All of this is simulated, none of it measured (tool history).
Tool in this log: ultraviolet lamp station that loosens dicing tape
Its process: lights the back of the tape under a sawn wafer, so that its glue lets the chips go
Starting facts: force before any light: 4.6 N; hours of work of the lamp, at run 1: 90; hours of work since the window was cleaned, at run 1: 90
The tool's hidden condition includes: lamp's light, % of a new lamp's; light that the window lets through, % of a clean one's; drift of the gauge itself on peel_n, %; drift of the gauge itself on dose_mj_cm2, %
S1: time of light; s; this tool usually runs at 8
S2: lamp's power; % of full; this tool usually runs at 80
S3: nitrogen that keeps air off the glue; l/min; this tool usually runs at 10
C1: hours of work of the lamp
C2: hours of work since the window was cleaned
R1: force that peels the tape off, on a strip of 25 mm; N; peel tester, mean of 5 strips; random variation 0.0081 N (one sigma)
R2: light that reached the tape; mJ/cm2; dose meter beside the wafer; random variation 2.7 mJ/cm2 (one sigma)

{"run": 1, "hour": 0.0, "S1": 8, "S2": 80, "S3": 10, "C1": 90, "C2": 90, "R1": 0.357, "R2": 343}
{"run": 2, "hour": 68.2, "S1": 8, "S2": 80, "S3": 10, "C1": 126, "C2": 126, "R1": 0.377, "R2": 338}
{"run": 3, "hour": 115.5, "S1": 8, "S2": 80, "S3": 10, "C1": 151, "C2": 151, "R1": 0.378, "R2": 327}
{"run": 4, "hour": 165.7, "S1": 8, "S2": 80, "S3": 10, "C1": 177, "C2": 177, "R1": 0.403, "R2": 325}
{"run": 5, "hour": 232.0, "S1": 8, "S2": 80, "S3": 10, "C1": 212, "C2": 212, "R1": 0.416, "R2": 315}
{"hour": 236.6, "done": "window cleaned of glue's vapour"}
{"run": 6, "hour": 294.6, "S1": 8, "S2": 80, "S3": 6, "C1": 244, "C2": 30, "R1": 0.578, "R2": 301}
{"run": 7, "hour": 354.6, "S1": 8, "S2": 80, "S3": 6, "C1": 275, "C2": 62, "R1": 0.587, "R2": 295}
{"run": 8, "hour": 398.5, "S1": 8, "S2": 80, "S3": 6, "C1": 298, "C2": 84, "R1": 0.632, "R2": 285}
{"run": 9, "hour": 442.2, "S1": 8, "S2": 80, "S3": 11, "C1": 321, "C2": 107, "R1": 0.485, "R2": 287}
{"run": 10, "hour": 520.1, "S1": 8, "S2": 80, "S3": 11, "C1": 362, "C2": 148, "R1": 0.5, "R2": 282}
{"run": 11, "hour": 570.9, "S1": 8, "S2": 78, "S3": 19, "C1": 388, "C2": 174, "R1": 0.465, "R2": 269}

Consider 4 possible next runs. They are alternatives, not a sequence: every one starts from the tool as it was left by run 11. What does each give?
{"hour": 599.5, "done": "window cleaned of glue's vapour, once more"}
{"run": "A", "hour": 621.6, "S1": 8, "S2": 78, "S3": 5, "C1": 414, "C2": 12, "R1": "?", "R2": "?"}
{"hour": 599.5, "done": "window cleaned of glue's vapour, once more"}
{"run": "B", "hour": 621.6, "S1": 6, "S2": 84, "S3": 10, "C1": 414, "C2": 12, "R1": "?", "R2": "?"}
{"hour": 599.5, "done": "window cleaned of glue's vapour, once more"}
{"run": "C", "hour": 621.6, "S1": 8, "S2": 80, "S3": 10, "C1": 414, "C2": 12, "R1": "?", "R2": "?"}
{"hour": 599.5, "done": "window cleaned of glue's vapour, once more"}
{"run": "D", "hour": 621.6, "S1": 8, "S2": 77, "S3": 14, "C1": 414, "C2": 12, "R1": "?", "R2": "?"}

run=A R1=0.656 R2=304
run=B R1=0.669 R2=245
run=C R1=0.441 R2=305
run=D R1=0.425 R2=295
What these runs would have given with no unlogged condition in the tool:
run=A R1=0.485 R2=358
run=B R1=0.495 R2=289
run=C R1=0.319 R2=361
run=D R1=0.308 R2=348
